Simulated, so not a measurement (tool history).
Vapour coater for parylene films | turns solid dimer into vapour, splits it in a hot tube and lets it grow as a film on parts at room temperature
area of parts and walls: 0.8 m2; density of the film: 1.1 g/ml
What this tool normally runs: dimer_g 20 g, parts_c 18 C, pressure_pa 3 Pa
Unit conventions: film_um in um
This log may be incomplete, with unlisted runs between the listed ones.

Run 1, hour 0: usual settings. Result: film_um 12.01 um.
Run 2, hour 13.6: usual settings. Result: film_um 11.66 um.
Run 3, hour 39.1: usual settings. Result: film_um 11.47 um.
Run 4, hour 59.9: usual settings but parts_c 13 C. Result: film_um 13.14 um.
Run 5, hour 73.2: usual settings but parts_c 24 C. Result: film_um 9.76 um.
Run 6, hour 96: usual settings but parts_c 24 C. Result: film_um 9.74 um.
Run 7, hour 108.7: usual settings. Result: film_um 11.33 um.
Run 8, hour 127.8: usual settings. Result: film_um 11.49 um.
Run 9, hour 145.5: usual settings. Result: film_um 11.39 um.
At hour 151.2: trap's valve overhauled.
Run 10, hour 175.8: usual settings but pressure_pa 4.49 Pa. Result: film_um 10.35 um.
Run 11, hour 191.5: usual settings. Result: film_um 10.95 um.
Run 12, hour 208.5: usual settings. Result: film_um 11.05 um.
Run 13, hour 230: usual settings. Result: film_um 10.93 um.
Run 14, hour 250.1: usual settings but dimer_g 10 g. Result: film_um 5.54 um.
At hour 260.3: trap's valve overhauled, once more.
Run 15, hour 276.4: usual settings but parts_c 25 C. Result: film_um 10.39 um.
Run 16, hour 298.4: usual settings but parts_c 12 C. Result: film_um 14.97 um.
Run 17, hour 315.1: usual settings but pressure_pa 3.57 Pa. Result: film_um 12.32 um.
Run 18, hour 332.8: usual settings but dimer_g 36 g, parts_c 14 C, pressure_pa 6.24 Pa. Result: film_um 22.56 um.
Run 19, hour 346.2: usual settings but dimer_g 8 g, parts_c 21 C, pressure_pa 7.29 Pa. Result: film_um 4.03 um.
Run 20, hour 360.5: usual settings but dimer_g 10 g, parts_c 15 C. Result: film_um 6.85 um.
Run 21, hour 378.4: usual settings but pressure_pa 4.57 Pa. Result: film_um 11.73 um.
Run 22, hour 399.7: usual settings but dimer_g 22 g. Result: film_um 13.83 um.
Run 23, hour 419: usual settings but dimer_g 24 g, parts_c 11 C, pressure_pa 3.24 Pa. Result: film_um 18.04 um.
Run 24, hour 430.8: usual settings but dimer_g 12 g, parts_c 12 C, pressure_pa 4.95 Pa. Result: film_um 8.27 um.
Run 25, hour 455.6: usual settings but dimer_g 33 g, parts_c 14 C, pressure_pa 2.07 Pa. Result: film_um 24.1 um.
Run 26, hour 467.4: usual settings but dimer_g 10 g, parts_c 22 C. Result: film_um 5.56 um.
Run 27, hour 487: usual settings but dimer_g 10 g, parts_c 22 C. Result: film_um 5.54 um.
Run 28, hour 505: usual settings but dimer_g 15 g, pressure_pa 2.19 Pa. Result: film_um 9.93 um.
Run 29, hour 525.1: usual settings but dimer_g 17 g, parts_c 19 C, pressure_pa 4.35 Pa. Result: film_um 9.53 um.
Run 30, hour 542.7: usual settings but dimer_g 22 g, pressure_pa 4.35 Pa. Result: film_um 12.84 um.

Difference, measured minus no-hidden-state, one row per run. Run-to-run variation is common to both terms; the gauge's own scatter need not be:
The hidden state here: vapour lost through the trap's worn valve, %; true temperature of the parts over the reading, C; drift of the gauge itself on film_um, %.
run  film_um
  1    -1.06
  2    -1.05
  3    -1.06
  4    -1.23
  5    -0.92
  6    -0.93
  7     -1.1
  8    -1.13
  9    -1.14
 10    -1.51
 11    -1.62
 12    -1.65
 13    -1.65
 14    -0.84
 15       +0
 16    -0.01
 17    -0.02
 18    -0.06
 19    -0.02
 20    -0.04
 21    -0.07
 22     -0.1
 23    -0.16
 24    -0.07
 25    -0.27
 26    -0.07
 27    -0.08
 28    -0.14
 29    -0.14
 30    -0.21
